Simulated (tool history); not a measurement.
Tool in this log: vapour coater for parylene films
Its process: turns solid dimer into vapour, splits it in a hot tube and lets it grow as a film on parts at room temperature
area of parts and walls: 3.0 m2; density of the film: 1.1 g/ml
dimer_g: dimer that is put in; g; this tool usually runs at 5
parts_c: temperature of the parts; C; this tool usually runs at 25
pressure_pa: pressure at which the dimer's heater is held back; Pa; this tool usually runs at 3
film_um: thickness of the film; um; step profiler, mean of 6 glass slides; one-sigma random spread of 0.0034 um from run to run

run,hour,dimer_g,parts_c,pressure_pa,film_um
1,0,5,25,3,1.09
2,58.6,5,25,3,1.09
3,104.3,5,25,3,1.088
4,156.2,5,25,3,1.086
5,180.6,5,25,3,1.083
6,226.4,5,25,3,1.079
7,264.7,7,25,3,1.512
8,299.8,7,25,3,1.512
9,356.5,2,25,3,0.431
10,387.7,2,28,3,0.399
11,436.5,5,25,3,1.068
12,483,5,25,3,1.065
13,508.7,5,25,4.72,0.972
# hour 516.1: trap's valve overhauled
14,544.4,5,31,3,0.888
15,599.3,5,31,4.72,0.806
16,653.5,6,25,3,1.219
17,683.1,6,25,3,1.222
18,716.3,5,25,3,1.012
# hour 732.9: trap's valve overhauled, once more
19,750.9,5,23,3,1.193
20,779.9,5,23,3,1.192
21,810.8,5,25,3,1.14
22,843.9,5,25,4.38,1.054
23,885.3,4,26,4.38,0.824
24,921.9,4,26,4.38,0.816
25,951.3,7,26,4.38,1.43
26,982,4,26,5.75,0.773
27,1029,4,26,5.75,0.768
28,1074.3,4,26,5.75,0.773
29,1121.5,6,26,5.75,1.155
30,1151.6,3,26,4.44,0.608
31,1201.1,3,37,3.13,0.495
32,1239,7,24,3.13,1.58
33,1272.9,7,18,5.55,1.627
34,1299.3,7,18,5.55,1.625
35,1334.3,7,35,3,1.235
36,1376.6,8,35,3,1.404
37,1426,5,19,3,1.271
38,1473.6,5,19,3,1.269
39,1508.4,5,32,3,0.941
40,1540.3,5,34,11.99,0.676
41,1580.4,7,17,3.43,1.801
42,1610.5,9,31,3.98,1.619

5 options for the next run, each taken on its own from the tool as it stands now. Forecast them:
A,1657.2,5,31,7.29,?
B,1657.2,7,31,6.96,?
C,1657.2,9,22,3.23,?
D,1657.2,5,33,3,?
E,1657.2,2,22,2.68,?

run,film_um
A,0.794
B,1.12
C,2.084
D,0.9
E,0.478
Take away the tool's hidden state, keep each run's random variation, and the runs would have read:
run,film_um
A,0.821
B,1.158
C,2.155
D,0.931
E,0.494
